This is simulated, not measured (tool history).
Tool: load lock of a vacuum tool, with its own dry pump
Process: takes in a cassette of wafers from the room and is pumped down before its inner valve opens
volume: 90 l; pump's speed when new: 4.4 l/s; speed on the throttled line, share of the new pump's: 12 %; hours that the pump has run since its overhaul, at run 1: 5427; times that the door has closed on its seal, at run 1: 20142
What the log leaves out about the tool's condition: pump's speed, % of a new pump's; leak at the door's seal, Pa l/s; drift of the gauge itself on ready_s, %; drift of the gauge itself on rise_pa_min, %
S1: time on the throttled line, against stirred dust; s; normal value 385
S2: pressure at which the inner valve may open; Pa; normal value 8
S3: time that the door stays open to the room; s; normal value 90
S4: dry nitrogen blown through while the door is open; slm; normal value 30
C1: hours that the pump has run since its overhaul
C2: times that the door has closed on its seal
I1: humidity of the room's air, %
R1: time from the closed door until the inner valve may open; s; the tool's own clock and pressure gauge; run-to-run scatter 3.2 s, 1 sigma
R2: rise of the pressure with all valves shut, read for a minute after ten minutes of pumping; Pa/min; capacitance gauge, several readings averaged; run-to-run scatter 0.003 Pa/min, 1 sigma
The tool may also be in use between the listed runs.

run,hour,S1,S2,S3,S4,C1,C2,I1,R1,R2
1,0.0,385,8,90,30,5427,20142,44.2,541.4,0.050
2,75.6,385,8,90,30,5503,20395,46.6,543.3,0.052
3,201.0,385,8,90,30,5628,20816,43.4,542.4,0.047
4,269.1,385,8,59,30,5696,21044,46.6,549.8,0.046
5,344.4,385,8,195,30,5772,21297,42.6,547.1,0.059
6,463.7,385,8,195,30,5891,21697,44.3,544.8,0.057
7,584.6,385,8,195,30,6012,22102,42.4,544.4,0.061
8,717.8,385,8,195,30,6145,22549,44.8,542.7,0.059
9,809.3,385,8,195,18,6237,22855,44.3,543.7,0.067
10,920.0,385,8,195,18,6347,23227,48.2,545.3,0.075
11,982.3,385,8,90,30,6410,23436,45.1,544.4,0.055
12,1101.3,385,8,90,30,6529,23835,44.5,542.6,0.055
13,1169.8,385,8,90,30,6597,24064,46.7,541.0,0.057
14,1302.3,385,8,90,30,6730,24509,42.7,547.5,0.059
15,1417.2,385,8,90,6,6844,24894,43.5,546.4,0.077
16,1554.4,385,13,90,30,6982,25354,46.0,537.5,0.062
17,1696.4,385,13,90,30,7124,25830,45.0,537.2,0.067
18,1835.3,385,13,90,30,7263,26296,45.9,535.1,0.064
19,1964.5,385,8,90,30,7392,26730,44.7,543.9,0.061
20,2028.8,385,8,90,30,7456,26945,45.6,548.2,0.063
21,2142.0,385,13,90,5,7569,27325,43.9,533.2,0.085
22,2219.0,385,13,108,5,7646,27583,48.2,539.0,0.095
23,2309.5,385,12,197,40,7737,27886,45.2,535.0,0.075
24,2423.2,385,12,197,6,7850,28268,44.6,546.5,0.108
25,2512.8,385,12,167,6,7940,28568,43.8,538.7,0.104
26,2613.4,312,12,167,10,8041,28906,43.5,474.7,0.097
27,2675.8,385,8,90,6,8103,29115,43.5,550.2,0.090
28,2774.5,452,8,42,7,8202,29446,41.1,612.8,0.074
29,2900.8,385,8,30,13,8328,29869,45.2,545.3,0.078
30,3033.8,365,14,90,30,8461,30316,43.0,522.4,0.077
31,3119.4,385,8,55,31,8547,30603,43.9,553.5,0.080
32,3220.8,606,15,62,30,8648,30943,47.2,724.9,0.070
33,3350.4,606,15,62,30,8778,31377,43.4,728.6,0.077
34,3447.6,507,14,62,31,8875,31703,44.5,644.9,0.081
35,3534.3,507,14,62,31,8962,31994,41.9,639.5,0.075
36,3664.1,652,14,165,19,9091,32429,45.9,769.1,0.093
37,3743.4,207,15,56,7,9171,32695,43.8,382.3,0.091

Measured result minus the same run's result without the hidden state. Both carry the same run-to-run variation, though not necessarily the same gauge scatter:
run,R1,R2
1,+8.6,+0.033
2,+8.8,+0.033
3,+9.0,+0.035
4,+9.2,+0.035
5,+9.3,+0.035
6,+9.5,+0.037
7,+9.6,+0.037
8,+9.9,+0.039
9,+10.1,+0.039
10,+10.3,+0.040
11,+10.3,+0.041
12,+10.5,+0.042
13,+10.7,+0.043
14,+11.0,+0.044
15,+11.2,+0.044
16,+10.6,+0.047
17,+10.9,+0.048
18,+11.0,+0.050
19,+12.1,+0.050
20,+12.3,+0.051
21,+11.6,+0.053
22,+12.2,+0.053
23,+12.4,+0.055
24,+12.8,+0.056
25,+12.8,+0.057
26,+13.3,+0.058
27,+13.5,+0.058
28,+13.0,+0.060
29,+13.8,+0.061
30,+13.3,+0.061
31,+14.4,+0.064
32,+10.7,+0.064
33,+10.9,+0.067
34,+12.3,+0.068
35,+12.4,+0.068
36,+10.8,+0.068
37,+16.3,+0.070

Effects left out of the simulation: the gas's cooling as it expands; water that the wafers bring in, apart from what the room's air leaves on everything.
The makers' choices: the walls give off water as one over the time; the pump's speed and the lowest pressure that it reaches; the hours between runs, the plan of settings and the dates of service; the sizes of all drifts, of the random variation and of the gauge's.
